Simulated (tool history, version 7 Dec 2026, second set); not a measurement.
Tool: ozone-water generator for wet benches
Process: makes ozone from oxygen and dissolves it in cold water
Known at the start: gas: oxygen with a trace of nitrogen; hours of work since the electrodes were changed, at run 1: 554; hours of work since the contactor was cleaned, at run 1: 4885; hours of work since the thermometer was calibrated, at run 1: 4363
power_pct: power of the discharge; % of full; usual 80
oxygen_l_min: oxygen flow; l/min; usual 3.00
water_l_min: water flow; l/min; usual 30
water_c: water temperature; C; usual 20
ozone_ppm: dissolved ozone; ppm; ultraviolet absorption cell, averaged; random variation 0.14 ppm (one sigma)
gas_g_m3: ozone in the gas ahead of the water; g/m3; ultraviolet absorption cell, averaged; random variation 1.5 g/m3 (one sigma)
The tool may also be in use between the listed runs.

run   hour  power_pct  oxygen_l_min  water_l_min  water_c  hours of work since the electrodes were changed  hours of work since the contactor was cleaned  hours of work since the thermometer was calibrated  ozone_ppm  gas_g_m3
  1    0.0         80          3.00           30       20                                              554                                           4885                                                4363       16.7     286.9
  2   35.8         80          3.00           30       20                                              586                                           4917                                                4395       16.7     285.7
  3   59.8         80          3.00           43       20                                              608                                           4939                                                4417       11.6     285.1
  4   93.1         80          3.00           43       20                                              638                                           4969                                                4447       11.5     283.0
  5  121.3         66          3.00           43       20                                              663                                           4994                                                4472       10.0     249.7
  6  142.5         66          3.00           43       20                                              682                                           5013                                                4491        9.9     246.7
  7  170.6         66          3.00           43       20                                              708                                           5039                                                4517       10.1     247.9
  8  191.4         80          3.58           28       20                                              727                                           5057                                                4536       18.3     253.1
  9  212.7         80          3.58           28       20                                              746                                           5077                                                4555       18.1     254.3
 10  236.4         80          3.58           28       20                                              767                                           5098                                                4576       18.2     253.6
 11  269.5         80          3.58           28       20                                              797                                           5128                                                4606       18.3     251.4
 12  307.9         54          3.62           30       20                                              832                                           5162                                                4641       13.0     189.6
 13  331.6         74          3.00           31       20                                              853                                           5184                                                4662       15.4     265.5
 14  373.1         74          3.00           19       17                                              891                                           5221                                                4699       24.4     267.9

3 ways to go on from here, each from the tool as it stands after run 14. What would each give?
  A  408.1         63          1.85           19       17                                              922                                           5253                                                4731          ?         ?
  B  408.1         74          2.53           28       20                                              922                                           5253                                                4731          ?         ?
  C  408.1         53          3.00           43       20                                              922                                           5253                                                4731          ?         ?

run  ozone_ppm  gas_g_m3
  A       20.4     317.0
  B       16.4     291.0
  C        8.7     210.2
Without the tool's hidden state the same runs would have given:
run  ozone_ppm  gas_g_m3
  A       20.4     324.3
  B       16.4     297.7
  C        8.8     215.0

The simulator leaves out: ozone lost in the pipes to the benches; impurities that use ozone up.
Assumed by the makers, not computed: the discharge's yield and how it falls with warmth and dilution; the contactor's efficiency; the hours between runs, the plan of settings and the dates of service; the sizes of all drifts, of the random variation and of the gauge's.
